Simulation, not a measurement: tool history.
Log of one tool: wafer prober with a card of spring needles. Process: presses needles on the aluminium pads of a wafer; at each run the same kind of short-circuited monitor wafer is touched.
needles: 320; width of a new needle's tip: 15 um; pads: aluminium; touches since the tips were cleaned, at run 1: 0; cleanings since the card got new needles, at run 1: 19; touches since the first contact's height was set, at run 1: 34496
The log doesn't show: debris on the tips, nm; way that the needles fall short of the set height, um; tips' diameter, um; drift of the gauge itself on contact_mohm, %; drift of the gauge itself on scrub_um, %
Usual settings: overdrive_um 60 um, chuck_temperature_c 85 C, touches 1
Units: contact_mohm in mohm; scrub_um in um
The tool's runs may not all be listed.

run	hour	overdrive_um	chuck_temperature_c	touches	touches since the tips were cleaned	cleanings since the card got new needles	touches since the first contact's height was set	contact_mohm	scrub_um
1	0.0	60	85	1	0	19	34496	121	14.58
# hour 4.5: tips cleaned on abrasive film
# hour 8.1: tips cleaned on abrasive film
# hour 12.6: tips cleaned on abrasive film
# hour 16.2: tips cleaned on abrasive film
# hour 19.8: tips cleaned on abrasive film
# hour 23.4: tips cleaned on abrasive film
# hour 27.0: tips cleaned on abrasive film
# hour 31.5: tips cleaned on abrasive film
# hour 35.1: tips cleaned on abrasive film
# hour 38.8: tips cleaned on abrasive film
2	39.9	60	85	2	559	29	53339	120	14.66
# hour 42.7: tips cleaned on abrasive film
# hour 46.3: tips cleaned on abrasive film
# hour 49.9: tips cleaned on abrasive film
# hour 53.5: tips cleaned on abrasive film
# hour 57.1: tips cleaned on abrasive film
3	59.5	70	85	1	1169	34	62588	120	17.03
# hour 60.7: height of the first contact set anew
# hour 61.7: tips cleaned on abrasive film
# hour 65.3: tips cleaned on abrasive film
# hour 68.9: tips cleaned on abrasive film
# hour 72.5: tips cleaned on abrasive film
# hour 76.1: tips cleaned on abrasive film
# hour 79.7: tips cleaned on abrasive film
# hour 83.4: tips cleaned on abrasive film
# hour 87.0: tips cleaned on abrasive film
# hour 90.6: tips cleaned on abrasive film
# hour 94.2: tips cleaned on abrasive film
4	97.6	60	85	1	1646	44	17380	122	14.50
# hour 98.6: tips cleaned on abrasive film
# hour 103.1: tips cleaned on abrasive film
# hour 106.7: tips cleaned on abrasive film
# hour 110.3: tips cleaned on abrasive film
# hour 113.9: tips cleaned on abrasive film
# hour 117.5: tips cleaned on abrasive film
# hour 121.1: tips cleaned on abrasive film
# hour 124.7: tips cleaned on abrasive film
# hour 128.4: tips cleaned on abrasive film
# hour 132.0: tips cleaned on abrasive film
# hour 135.6: tips cleaned on abrasive film
5	135.7	43	85	1	67	55	35308	125	10.40
# hour 139.3: tips cleaned on abrasive film
# hour 143.8: tips cleaned on abrasive film
# hour 147.4: tips cleaned on abrasive film
# hour 151.9: tips cleaned on abrasive film
# hour 156.4: tips cleaned on abrasive film
6	157.7	43	85	1	635	60	45721	125	10.38
# hour 160.5: tips cleaned on abrasive film
# hour 164.9: tips cleaned on abrasive film
# hour 168.6: tips cleaned on abrasive film
# hour 172.2: tips cleaned on abrasive film
# hour 175.8: tips cleaned on abrasive film
# hour 179.4: tips cleaned on abrasive film
# hour 183.9: tips cleaned on abrasive film
# hour 187.5: tips cleaned on abrasive film
# hour 191.1: tips cleaned on abrasive film
7	192.8	43	85	1	836	69	62291	122	10.39
# hour 194.9: height of the first contact set anew
# hour 195.9: tips cleaned on abrasive film
# hour 200.4: tips cleaned on abrasive film
# hour 204.9: tips cleaned on abrasive film
# hour 209.4: tips cleaned on abrasive film
8	210.7	43	85	1	641	73	7445	124	10.39
# hour 213.4: tips cleaned on abrasive film
# hour 217.0: tips cleaned on abrasive film
# hour 221.5: tips cleaned on abrasive film
# hour 225.1: tips cleaned on abrasive film
# hour 228.7: tips cleaned on abrasive film
# hour 233.2: tips cleaned on abrasive film
# hour 236.8: tips cleaned on abrasive film
# hour 240.5: tips cleaned on abrasive film
# hour 244.9: tips cleaned on abrasive film
9	245.1	43	85	1	70	82	23674	124	10.36
# hour 248.7: tips cleaned on abrasive film
# hour 252.3: tips cleaned on abrasive film
# hour 255.9: tips cleaned on abrasive film
# hour 260.4: tips cleaned on abrasive film
# hour 264.9: tips cleaned on abrasive film
# hour 268.5: tips cleaned on abrasive film
# hour 272.1: tips cleaned on abrasive film
10	272.6	43	108	1	201	89	36633	127	10.46
# hour 276.2: tips cleaned on abrasive film
# hour 279.8: tips cleaned on abrasive film
# hour 284.3: tips cleaned on abrasive film
# hour 287.9: tips cleaned on abrasive film
# hour 291.5: tips cleaned on abrasive film
# hour 295.1: tips cleaned on abrasive film
# hour 298.7: tips cleaned on abrasive film
# hour 303.2: tips cleaned on abrasive film
# hour 306.8: tips cleaned on abrasive film
# hour 310.4: tips cleaned on abrasive film
11	311.5	74	99	1	534	99	55028	120	17.88
# hour 314.3: tips cleaned on abrasive film
# hour 317.9: tips cleaned on abrasive film
# hour 321.5: tips cleaned on abrasive film
# hour 325.1: tips cleaned on abrasive film
# hour 328.7: tips cleaned on abrasive film
# hour 329.0: height of the first contact set anew
# hour 332.6: tips cleaned on abrasive film
# hour 336.3: tips cleaned on abrasive film
# hour 340.8: tips cleaned on abrasive film
12	343.5	74	99	1	1329	107	6857	123	17.94
# hour 344.5: tips cleaned on abrasive film
# hour 349.0: tips cleaned on abrasive film
# hour 352.6: tips cleaned on abrasive film
# hour 356.2: tips cleaned on abrasive film
# hour 359.8: tips cleaned on abrasive film
# hour 363.4: tips cleaned on abrasive film
13	363.9	74	99	1	249	113	16462	117	17.92
# hour 367.5: tips cleaned on abrasive film
# hour 371.2: tips cleaned on abrasive film
# hour 374.8: tips cleaned on abrasive film
# hour 379.3: tips cleaned on abrasive film
# hour 382.9: tips cleaned on abrasive film
# hour 386.5: tips cleaned on abrasive film
# hour 390.1: tips cleaned on abrasive film
14	392.6	74	99	1	1213	120	30008	119	17.88
# hour 394.5: tips cleaned on abrasive film
# hour 398.1: tips cleaned on abrasive film
# hour 401.7: tips cleaned on abrasive film
# hour 405.3: tips cleaned on abrasive film
# hour 408.9: tips cleaned on abrasive film
# hour 412.5: tips cleaned on abrasive film
15	416.0	60	66	2	1693	126	41057	116	14.50
# hour 417.0: tips cleaned on abrasive film
# hour 420.6: tips cleaned on abrasive film
# hour 424.2: tips cleaned on abrasive film
# hour 427.8: tips cleaned on abrasive film
# hour 431.5: tips cleaned on abrasive film
# hour 435.1: tips cleaned on abrasive film
# hour 438.7: tips cleaned on abrasive film
16	441.6	63	85	1	1389	133	53077	118	15.24
# hour 442.5: tips cleaned on abrasive film
# hour 446.1: tips cleaned on abrasive film
# hour 449.8: tips cleaned on abrasive film
# hour 453.4: tips cleaned on abrasive film
# hour 457.0: tips cleaned on abrasive film
# hour 461.5: tips cleaned on abrasive film
# hour 463.5: height of the first contact set anew
# hour 465.4: tips cleaned on abrasive film
# hour 469.0: tips cleaned on abrasive film
# hour 472.6: tips cleaned on abrasive film
# hour 476.2: tips cleaned on abrasive film
17	477.4	60	43	2	568	143	6522	115	14.52
# hour 480.1: tips cleaned on abrasive film
# hour 484.6: tips cleaned on abrasive film
# hour 489.1: tips cleaned on abrasive film
# hour 492.7: tips cleaned on abrasive film
# hour 497.2: tips cleaned on abrasive film
# hour 501.7: tips cleaned on abrasive film
# hour 505.7: tips cleaned on abrasive film
18	505.7	53	32	2	0	150	19902	115	12.78
# hour 509.3: tips cleaned on abrasive film
# hour 513.0: tips cleaned on abrasive film
# hour 516.6: tips cleaned on abrasive film
# hour 520.2: tips cleaned on abrasive film
# hour 523.8: tips cleaned on abrasive film
# hour 527.4: tips cleaned on abrasive film
19	529.1	53	32	2	804	156	30912	114	12.75
# hour 531.8: tips cleaned on abrasive film
# hour 535.4: tips cleaned on abrasive film
# hour 539.9: tips cleaned on abrasive film
# hour 543.5: tips cleaned on abrasive film
20	546.9	42	88	2	1658	160	39374	124	10.05

Forecast each of these 3 alternatives for the next run:
# hour 547.9: tips cleaned on abrasive film
# hour 551.5: tips cleaned on abrasive film
# hour 555.1: tips cleaned on abrasive film
# hour 558.8: tips cleaned on abrasive film
# hour 563.3: tips cleaned on abrasive film
A	564.9	60	26	1	787	165	47816	?	?
# hour 547.9: tips cleaned on abrasive film
# hour 551.5: tips cleaned on abrasive film
# hour 555.1: tips cleaned on abrasive film
# hour 558.8: tips cleaned on abrasive film
# hour 563.3: tips cleaned on abrasive film
B	564.9	44	33	3	787	165	47816	?	?
# hour 547.9: tips cleaned on abrasive film
# hour 551.5: tips cleaned on abrasive film
# hour 555.1: tips cleaned on abrasive film
# hour 558.8: tips cleaned on abrasive film
# hour 563.3: tips cleaned on abrasive film
C	564.9	71	76	1	787	165	47816	?	?

run	contact_mohm	scrub_um
A	111	14.41
B	114	10.64
C	116	17.09
Without the tool's hidden state the same runs would have given:
run	contact_mohm	scrub_um
A	111	14.53
B	114	10.73
C	116	17.22

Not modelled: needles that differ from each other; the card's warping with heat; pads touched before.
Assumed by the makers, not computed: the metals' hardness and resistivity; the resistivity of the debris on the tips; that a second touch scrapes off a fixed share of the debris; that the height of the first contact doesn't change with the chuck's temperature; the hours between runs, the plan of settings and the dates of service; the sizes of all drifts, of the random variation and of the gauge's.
